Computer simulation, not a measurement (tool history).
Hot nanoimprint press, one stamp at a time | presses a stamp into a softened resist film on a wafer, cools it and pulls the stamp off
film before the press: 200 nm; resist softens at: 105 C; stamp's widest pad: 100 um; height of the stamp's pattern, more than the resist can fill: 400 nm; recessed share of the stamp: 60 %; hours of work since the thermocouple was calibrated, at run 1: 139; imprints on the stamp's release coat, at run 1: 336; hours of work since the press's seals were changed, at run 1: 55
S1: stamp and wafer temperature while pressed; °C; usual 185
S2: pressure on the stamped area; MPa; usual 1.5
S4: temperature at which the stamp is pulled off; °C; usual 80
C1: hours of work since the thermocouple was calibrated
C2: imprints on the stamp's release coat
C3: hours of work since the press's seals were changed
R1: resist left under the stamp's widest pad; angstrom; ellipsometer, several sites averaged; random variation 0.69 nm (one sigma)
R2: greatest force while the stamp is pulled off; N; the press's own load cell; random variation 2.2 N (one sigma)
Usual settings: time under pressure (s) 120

{"run": 1, "hour": 0.0, "S1": 185, "S2": 1.5, "time under pressure (s)": 120, "S4": 80, "C1": 139, "C2": 336, "C3": 55, "R1": 771, "R2": 106}
{"run": 2, "hour": 53.6, "S1": 185, "S2": 1.5, "time under pressure (s)": 120, "S4": 80, "C1": 161, "C2": 474, "C3": 78, "R1": 768, "R2": 110}
{"hour": 116.4, "done": "stamp cleaned and given a new release coat"}
{"run": 3, "hour": 160.4, "S1": 176, "S2": 1.5, "time under pressure (s)": 120, "S4": 80, "C1": 204, "C2": 113, "C3": 120, "R1": 1175, "R2": 98}
{"run": 4, "hour": 244.0, "S1": 176, "S2": 1.5, "time under pressure (s)": 120, "S4": 80, "C1": 239, "C2": 328, "C3": 156, "R1": 1179, "R2": 105}
{"run": 5, "hour": 347.8, "S1": 185, "S2": 1.5, "time under pressure (s)": 120, "S4": 80, "C1": 283, "C2": 595, "C3": 199, "R1": 756, "R2": 110}
{"hour": 367.0, "done": "stamp cleaned and given a new release coat"}
{"run": 6, "hour": 414.5, "S1": 185, "S2": 1.5, "time under pressure (s)": 120, "S4": 80, "C1": 308, "C2": 122, "C3": 225, "R1": 747, "R2": 94}
{"run": 7, "hour": 460.6, "S1": 185, "S2": 1.5, "time under pressure (s)": 120, "S4": 80, "C1": 328, "C2": 240, "C3": 244, "R1": 743, "R2": 102}
{"run": 8, "hour": 553.8, "S1": 185, "S2": 1.5, "time under pressure (s)": 120, "S4": 80, "C1": 367, "C2": 480, "C3": 284, "R1": 752, "R2": 107}
{"hour": 616.8, "done": "stamp cleaned and given a new release coat"}
{"run": 9, "hour": 645.7, "S1": 185, "S2": 1.5, "time under pressure (s)": 120, "S4": 80, "C1": 404, "C2": 74, "C3": 320, "R1": 745, "R2": 97}
{"run": 10, "hour": 711.2, "S1": 185, "S2": 1.5, "time under pressure (s)": 120, "S4": 80, "C1": 431, "C2": 243, "C3": 348, "R1": 742, "R2": 99}
{"run": 11, "hour": 783.5, "S1": 185, "S2": 1.5, "time under pressure (s)": 120, "S4": 80, "C1": 462, "C2": 429, "C3": 378, "R1": 748, "R2": 105}
{"hour": 869.6, "done": "stamp cleaned and given a new release coat"}
{"run": 12, "hour": 880.5, "S1": 185, "S2": 1.5, "time under pressure (s)": 120, "S4": 80, "C1": 500, "C2": 28, "C3": 417, "R1": 748, "R2": 94}
{"hour": 887.8, "done": "plate thermocouple calibrated"}
{"run": 13, "hour": 932.6, "S1": 185, "S2": 1.5, "time under pressure (s)": 120, "S4": 87, "C1": 19, "C2": 154, "C3": 437, "R1": 707, "R2": 76}
{"run": 14, "hour": 985.2, "S1": 185, "S2": 1.5, "time under pressure (s)": 120, "S4": 87, "C1": 41, "C2": 289, "C3": 460, "R1": 705, "R2": 75}
{"run": 15, "hour": 1051.2, "S1": 185, "S2": 1.5, "time under pressure (s)": 120, "S4": 87, "C1": 69, "C2": 459, "C3": 487, "R1": 708, "R2": 81}
{"run": 16, "hour": 1108.4, "S1": 185, "S2": 1.5, "time under pressure (s)": 100, "S4": 85, "C1": 93, "C2": 606, "C3": 512, "R1": 767, "R2": 89}
{"hour": 1119.7, "done": "stamp cleaned and given a new release coat"}
{"run": 17, "hour": 1175.7, "S1": 185, "S2": 1.5, "time under pressure (s)": 100, "S4": 85, "C1": 119, "C2": 144, "C3": 537, "R1": 761, "R2": 80}
{"run": 18, "hour": 1249.4, "S1": 185, "S2": 1.5, "time under pressure (s)": 69, "S4": 85, "C1": 150, "C2": 334, "C3": 569, "R1": 884, "R2": 85}
{"run": 19, "hour": 1341.0, "S1": 185, "S2": 1.5, "time under pressure (s)": 69, "S4": 85, "C1": 189, "C2": 569, "C3": 607, "R1": 867, "R2": 92}
{"hour": 1368.1, "done": "stamp cleaned and given a new release coat"}
{"run": 20, "hour": 1434.8, "S1": 185, "S2": 1.71, "time under pressure (s)": 206, "S4": 80, "C1": 226, "C2": 172, "C3": 644, "R1": 517, "R2": 94}
{"hour": 1447.8, "done": "plate thermocouple calibrated, once more"}
{"run": 21, "hour": 1492.0, "S1": 185, "S2": 1.71, "time under pressure (s)": 206, "S4": 80, "C1": 19, "C2": 311, "C3": 667, "R1": 603, "R2": 107}
{"hour": 1530.5, "done": "press's hydraulic seals changed and the load cell set to zero"}
{"run": 22, "hour": 1578.5, "S1": 175, "S2": 1.5, "time under pressure (s)": 142, "S4": 80, "C1": 52, "C2": 513, "C3": 20, "R1": 1180, "R2": 105}
{"hour": 1626.7, "done": "stamp cleaned and given a new release coat"}
{"run": 23, "hour": 1670.9, "S1": 185, "S2": 1.31, "time under pressure (s)": 120, "S4": 80, "C1": 88, "C2": 114, "C3": 57, "R1": 830, "R2": 97}
{"run": 24, "hour": 1769.5, "S1": 185, "S2": 2.01, "time under pressure (s)": 66, "S4": 74, "C1": 130, "C2": 367, "C3": 98, "R1": 873, "R2": 127}
{"run": 25, "hour": 1852.9, "S1": 185, "S2": 2.01, "time under pressure (s)": 66, "S4": 74, "C1": 165, "C2": 582, "C3": 134, "R1": 859, "R2": 136}
{"hour": 1871.8, "done": "stamp cleaned and given a new release coat"}
{"run": 26, "hour": 1946.3, "S1": 185, "S2": 2.01, "time under pressure (s)": 66, "S4": 74, "C1": 202, "C2": 191, "C3": 170, "R1": 885, "R2": 113}

Forecast run 27:
{"run": 27, "hour": 2012.4, "S1": 189, "S2": 1.03, "time under pressure (s)": 120, "S4": 80, "C1": 230, "C2": 361, "C3": 198, "R1": "?", "R2": "?"}

{"run 27": {"R1": 762, "R2": 108}}
Without the tool's hidden state the same run would have given R1 775 angstrom, R2 99 N.

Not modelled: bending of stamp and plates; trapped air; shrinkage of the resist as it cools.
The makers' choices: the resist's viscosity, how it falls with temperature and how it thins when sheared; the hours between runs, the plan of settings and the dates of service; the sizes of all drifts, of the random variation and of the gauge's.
